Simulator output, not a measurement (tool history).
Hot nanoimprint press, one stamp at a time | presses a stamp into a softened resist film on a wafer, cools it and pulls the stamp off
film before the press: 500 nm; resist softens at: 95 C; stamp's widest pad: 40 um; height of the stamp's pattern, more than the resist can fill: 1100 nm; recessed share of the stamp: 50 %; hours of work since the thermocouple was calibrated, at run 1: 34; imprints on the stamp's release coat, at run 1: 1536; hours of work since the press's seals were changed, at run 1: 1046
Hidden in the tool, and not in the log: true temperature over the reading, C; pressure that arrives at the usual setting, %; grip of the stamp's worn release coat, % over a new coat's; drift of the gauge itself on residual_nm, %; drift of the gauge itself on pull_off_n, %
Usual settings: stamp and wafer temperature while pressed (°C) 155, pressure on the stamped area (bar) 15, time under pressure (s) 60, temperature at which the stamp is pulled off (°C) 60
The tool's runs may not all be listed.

| run | hour | stamp and wafer temperature while pressed (°C) | pressure on the stamped area (bar) | time under pressure (s) | temperature at which the stamp is pulled off (°C) | hours of work since the thermocouple was calibrated | imprints on the stamp's release coat | hours of work since the press's seals were changed | resist left under the stamp's widest pad (nm) | greatest force while the stamp is pulled off (N) |
|---|---|---|---|---|---|---|---|---|---|---|
| 1 | 0 | 155 | 15 | 60 | 60 | 34 | 1536 | 1046 | 298.3 | 242 |
| 2 | 31.7 | 155 | 15 | 51 | 60 | 53 | 1652 | 1064 | 311 | 254 |
| 3 | 69.3 | 155 | 15 | 60 | 60 | 74 | 1789 | 1086 | 294.3 | 246 |
| 4 | 93.2 | 155 | 9.8 | 60 | 60 | 89 | 1877 | 1100 | 348.2 | 250 |
| 5 | 123.3 | 155 | 15 | 32 | 60 | 106 | 1987 | 1118 | 350.4 | 264 |
| 6 | 151 | 155 | 15 | 32 | 60 | 122 | 2088 | 1134 | 345.6 | 257 |
| 7 | 180.1 | 155 | 15 | 32 | 60 | 139 | 2195 | 1151 | 346.2 | 261 |
| 8 | 213.6 | 155 | 15 | 60 | 60 | 159 | 2317 | 1171 | 290.4 | 260 |
|  | 218.9 | plate thermocouple calibrated |
|  | 252 | stamp cleaned and given a new release coat |
| 9 | 268.4 | 155 | 15 | 60 | 60 | 25 | 60 | 1197 | 288.2 | 202 |
|  | 292.8 | press's hydraulic seals changed and the load cell set to zero |
| 10 | 310 | 150 | 22.9 | 86 | 67 | 45 | 182 | 10 | 262.5 | 196 |
| 11 | 344.2 | 150 | 10.5 | 87 | 67 | 65 | 307 | 30 | 363.6 | 195 |
| 12 | 383.8 | 150 | 20 | 32 | 57 | 88 | 452 | 53 | 359 | 221 |
| 13 | 434.7 | 166 | 20 | 32 | 53 | 118 | 638 | 83 | 171.4 | 227 |
|  | 456.8 | plate thermocouple calibrated, once more |
| 14 | 485.3 | 166 | 20 | 32 | 53 | 17 | 812 | 111 | 181 | 239 |
| 15 | 521.6 | 166 | 20 | 32 | 53 | 38 | 945 | 132 | 180.8 | 241 |
| 16 | 553.8 | 148 | 20 | 49 | 55 | 57 | 1063 | 151 | 369.9 | 234 |

3 ways to go on from here, each from the tool as it stands after run 16. What would each give?
| A | 593.3 | 155 | 15 | 62 | 60 | 80 | 1207 | 174 | ? | ? |
| B | 593.3 | 154 | 15 | 60 | 60 | 80 | 1207 | 174 | ? | ? |
| C | 593.3 | 148 | 23.7 | 31 | 55 | 80 | 1207 | 174 | ? | ? |

| run | resist left under the stamp's widest pad (nm) | greatest force while the stamp is pulled off (N) |
|---|---|---|
| A | 286.8 | 229 |
| B | 301.9 | 228 |
| C | 389.1 | 248 |
Without the tool's hidden state the same runs would have given:
| run | resist left under the stamp's widest pad (nm) | greatest force while the stamp is pulled off (N) |
|---|---|---|
| A | 289 | 198 |
| B | 304.2 | 197 |
| C | 390.8 | 214 |
